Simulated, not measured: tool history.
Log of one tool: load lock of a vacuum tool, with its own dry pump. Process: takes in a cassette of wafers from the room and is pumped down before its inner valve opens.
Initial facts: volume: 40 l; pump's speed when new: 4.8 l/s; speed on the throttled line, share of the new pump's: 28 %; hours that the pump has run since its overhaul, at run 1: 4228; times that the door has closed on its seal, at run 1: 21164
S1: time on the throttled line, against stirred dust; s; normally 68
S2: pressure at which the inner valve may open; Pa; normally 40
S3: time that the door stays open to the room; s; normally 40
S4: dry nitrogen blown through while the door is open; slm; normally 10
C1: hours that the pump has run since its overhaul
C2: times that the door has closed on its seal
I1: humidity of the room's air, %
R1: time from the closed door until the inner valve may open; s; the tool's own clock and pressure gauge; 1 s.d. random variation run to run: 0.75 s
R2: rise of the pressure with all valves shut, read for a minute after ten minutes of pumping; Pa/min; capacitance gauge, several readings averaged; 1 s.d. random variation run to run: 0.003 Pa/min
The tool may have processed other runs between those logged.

run 1 hour=0 | S1=68 S2=40 S3=40 S4=10 | C1=4228 C2=21164 | I1=46.9 | R1=116.6 R2=0.266
run 2 hour=82.4 | S1=68 S2=40 S3=40 S4=10 | C1=4310 C2=21322 | I1=40.7 | R1=116 R2=0.26
run 3 hour=205.9 | S1=68 S2=40 S3=40 S4=10 | C1=4434 C2=21559 | I1=43.8 | R1=115.7 R2=0.271
run 4 hour=330.6 | S1=68 S2=40 S3=40 S4=10 | C1=4558 C2=21797 | I1=47 | R1=116.6 R2=0.274
run 5 hour=460.1 | S1=68 S2=40 S3=40 S4=10 | C1=4688 C2=22045 | I1=45.2 | R1=117 R2=0.28
run 6 hour=580.1 | S1=68 S2=40 S3=40 S4=10 | C1=4808 C2=22275 | I1=45.9 | R1=115.1 R2=0.281
run 7 hour=748.2 | S1=68 S2=40 S3=40 S4=10 | C1=4976 C2=22597 | I1=43.9 | R1=116.1 R2=0.292
run 8 hour=894.4 | S1=68 S2=40 S3=98 S4=10 | C1=5122 C2=22877 | I1=44.2 | R1=116.5 R2=0.324
run 9 hour=1063.1 | S1=38 S2=40 S3=40 S4=10 | C1=5291 C2=23200 | I1=47.7 | R1=96.4 R2=0.302
run 10 hour=1236.7 | S1=68 S2=53 S3=40 S4=18 | C1=5465 C2=23532 | I1=46.7 | R1=113.4 R2=0.301
run 11 hour=1353.1 | S1=68 S2=77 S3=40 S4=10 | C1=5581 C2=23755 | I1=45.4 | R1=111.6 R2=0.314
run 12 hour=1470.6 | S1=66 S2=40 S3=160 S4=10 | C1=5698 C2=23980 | I1=48 | R1=115 R2=0.375
run 13 hour=1650.5 | S1=47 S2=34 S3=72 S4=7 | C1=5878 C2=24325 | I1=44.9 | R1=104.2 R2=0.344
run 14 hour=1836.5 | S1=47 S2=34 S3=72 S4=7 | C1=6064 C2=24681 | I1=42 | R1=104.7 R2=0.338
run 15 hour=1958.7 | S1=68 S2=44 S3=40 S4=12 | C1=6186 C2=24915 | I1=45.7 | R1=115.7 R2=0.336
run 16 hour=2056.5 | S1=68 S2=44 S3=40 S4=12 | C1=6284 C2=25102 | I1=46.4 | R1=117.5 R2=0.331
run 17 hour=2226.5 | S1=68 S2=44 S3=40 S4=12 | C1=6454 C2=25427 | I1=47.3 | R1=116.4 R2=0.334
run 18 hour=2385.4 | S1=121 S2=38 S3=60 S4=10 | C1=6613 C2=25732 | I1=45.1 | R1=154.6 R2=0.352

Some steps in R1, run to run, broken into two amounts with sign: the step expected even without the hidden condition (settings, incoming material, random variation), and the rest, left for the hidden condition together with whatever gauge scatter is not in both the measured and the hidden-condition-free result:
Hidden conditions of the tool in this case: pump's speed, % of a new pump's; leak at the door's seal, Pa l/s; drift of the gauge itself on ready_s, %; drift of the gauge itself on rise_pa_min, %.
Run 17 -> 18: S1 68 -> 121, S2 44 -> 38, S3 40 -> 60, S4 12 -> 10. R1 +38.2 s: hidden state -0.9, all else +39.1.
